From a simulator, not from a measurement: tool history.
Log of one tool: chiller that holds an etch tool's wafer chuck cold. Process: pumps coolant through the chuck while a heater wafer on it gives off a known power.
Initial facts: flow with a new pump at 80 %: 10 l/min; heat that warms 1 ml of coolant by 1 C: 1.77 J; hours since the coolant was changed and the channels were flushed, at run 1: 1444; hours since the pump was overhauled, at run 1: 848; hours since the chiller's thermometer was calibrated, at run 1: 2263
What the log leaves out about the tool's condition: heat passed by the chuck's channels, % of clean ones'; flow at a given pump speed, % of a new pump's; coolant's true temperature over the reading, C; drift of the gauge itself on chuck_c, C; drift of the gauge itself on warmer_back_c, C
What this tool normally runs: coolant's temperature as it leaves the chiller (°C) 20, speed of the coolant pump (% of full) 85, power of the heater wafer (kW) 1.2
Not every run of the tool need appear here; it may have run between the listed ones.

run	day	coolant's temperature as it leaves the chiller (°C)	speed of the coolant pump (% of full)	power of the heater wafer (kW)	hours since the coolant was changed and the channels were flushed	hours since the pump was overhauled	hours since the chiller's thermometer was calibrated	chuck's temperature once it has settled (°C)	how much warmer the coolant comes back (C)
1	0	20	85	1.2	1444	848	2263	28.1	3.89
2	1.038	20	85	1.2	1469	873	2288	28	3.84
3	3.233	23	85	1.2	1522	926	2341	30.9	3.87
4	4.696	23	85	1.2	1557	961	2376	31.2	3.87
5	6.933	23	85	1.2	1611	1015	2430	31.1	3.88
6	7.929	23	85	1.2	1634	1039	2454	30.9	3.98
7	9.267	20	85	1.2	1666	1071	2486	27.8	3.93
8	10.671	12	85	1.2	1700	1104	2519	19.9	3.89
9	12.55	12	85	1.2	1745	1150	2565	19.9	3.92
10	13.671	12	85	1.2	1772	1176	2591	20.1	3.93
11	15.225	12	85	1.2	1810	1214	2629	20	3.86
12	16.35	20	85	1.2	1836	1241	2656	28	3.93
13	17.317	20	85	1.2	1860	1264	2679	28.1	3.89
14	19.512	20	85	1.2	1912	1317	2732	28.1	3.98
# day 19.667: chiller's thermometer calibrated
15	20.996	20	85	1.2	1947	1351	32	28	3.93
16	23.029	17	85	1.2	1996	1400	81	25	3.88
17	25.083	20	85	1.187	2045	1449	130	28	3.86
18	26.908	21	72	1.187	2089	1493	174	29.6	4.55
19	28.25	10	85	0.984	2121	1525	206	16.5	3.16
20	29.462	10	85	0.984	2150	1554	235	16.5	3.25
21	31.179	11	85	0.795	2191	1596	276	15.9	2.59
# day 31.55: chiller's thermometer calibrated, once more
22	32.404	17	85	1.307	2220	1624	20	26.2	4.31
23	33.833	17	88	0.7	2254	1658	55	21.6	2.19
24	35.862	17	85	0.831	2303	1707	103	22.7	2.75
25	37.612	17	85	0.831	2345	1749	146	22.8	2.74
26	39.2	17	85	0.831	2383	1787	184	22.7	2.75
27	40.138	17	85	0.831	2405	1810	206	23	2.72
28	41.279	17	85	0.831	2433	1837	234	22.6	2.7

What will run 29 give?
29	42.6	20	64	1.028	2464	1869	265	?	?

chuck's temperature once it has settled (°C): 28.6
how much warmer the coolant comes back (C): 4.44
With no hidden state in the tool, this same run would have given chuck's temperature once it has settled (°C) 28.3, how much warmer the coolant comes back (C) 4.33.
